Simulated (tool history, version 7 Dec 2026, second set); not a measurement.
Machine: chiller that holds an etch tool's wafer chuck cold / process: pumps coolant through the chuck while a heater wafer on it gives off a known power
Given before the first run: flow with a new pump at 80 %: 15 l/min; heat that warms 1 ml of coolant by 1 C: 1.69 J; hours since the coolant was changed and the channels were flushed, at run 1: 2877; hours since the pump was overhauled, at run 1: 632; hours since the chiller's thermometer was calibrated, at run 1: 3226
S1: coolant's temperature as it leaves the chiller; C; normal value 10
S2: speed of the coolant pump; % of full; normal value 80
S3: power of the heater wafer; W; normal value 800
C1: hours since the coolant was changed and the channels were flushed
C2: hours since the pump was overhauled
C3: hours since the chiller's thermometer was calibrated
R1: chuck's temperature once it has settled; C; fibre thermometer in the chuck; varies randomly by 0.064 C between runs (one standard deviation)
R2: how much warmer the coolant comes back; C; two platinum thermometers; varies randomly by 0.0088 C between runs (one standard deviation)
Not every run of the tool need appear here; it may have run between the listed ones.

run,hour,S1,S2,S3,C1,C2,C3,R1,R2
1,0.0,10,80,800,2877,632,3226,16.55,1.889
2,49.9,10,80,404,2927,682,3276,13.27,0.959
3,98.3,10,80,800,2976,730,3324,16.57,1.887
4,134.7,8,80,800,3012,767,3361,14.57,1.883
5,169.6,8,80,800,3047,802,3396,14.62,1.902
6,191.0,8,80,800,3068,823,3417,14.50,1.899
7,212.0,10,80,800,3089,844,3438,16.60,1.891
8,245.8,10,80,800,3123,878,3472,16.63,1.908
9,267.1,10,80,800,3145,899,3493,16.60,1.896
10,307.3,10,80,800,3185,939,3533,16.67,1.891
11,335.4,10,80,678,3213,967,3562,15.56,1.609
12,374.3,10,80,678,3252,1006,3601,15.58,1.600
13,412.8,10,80,678,3290,1045,3639,15.47,1.611
14,440.5,10,80,678,3318,1073,3667,15.50,1.604
15,473.5,10,80,678,3351,1106,3700,15.51,1.615
16,505.3,15,80,1024,3383,1137,3731,23.41,2.427
17,556.4,10,90,800,3434,1188,3783,16.04,1.673
18,591.8,15,72,923,3469,1224,3818,23.31,2.470
19,639.5,15,72,923,3517,1272,3866,23.32,2.459
20,689.3,14,72,1078,3567,1321,3916,23.65,2.871
21,736.6,14,72,844,3614,1369,3963,21.55,2.248
22,779.3,2,72,463,3657,1411,4005,6.17,1.235
23,810.0,18,80,496,3687,1442,4036,22.06,1.176
24,846.7,16,80,676,3724,1479,4073,21.48,1.603
25,883.6,10,85,512,3761,1516,4110,13.94,1.145
26,911.1,13,97,461,3789,1543,4137,16.18,0.898
# hour 942.6: chiller's thermometer calibrated
27,961.5,13,97,461,3838,1593,19,16.21,0.891
28,998.5,1,80,404,3875,1630,56,4.30,0.963
29,1039.1,15,77,800,3916,1670,97,21.83,1.986
30,1090.0,15,77,800,3966,1721,147,21.82,1.979

Take each entry between the runs: how does the hidden state at the last listed run before it differ from the hidden state at the first listed run after it?
Run 26 -> run 27: chiller's thermometer calibrated (hour 942.6)
  coolant's true temperature over the reading, C: -0.01 -> 0
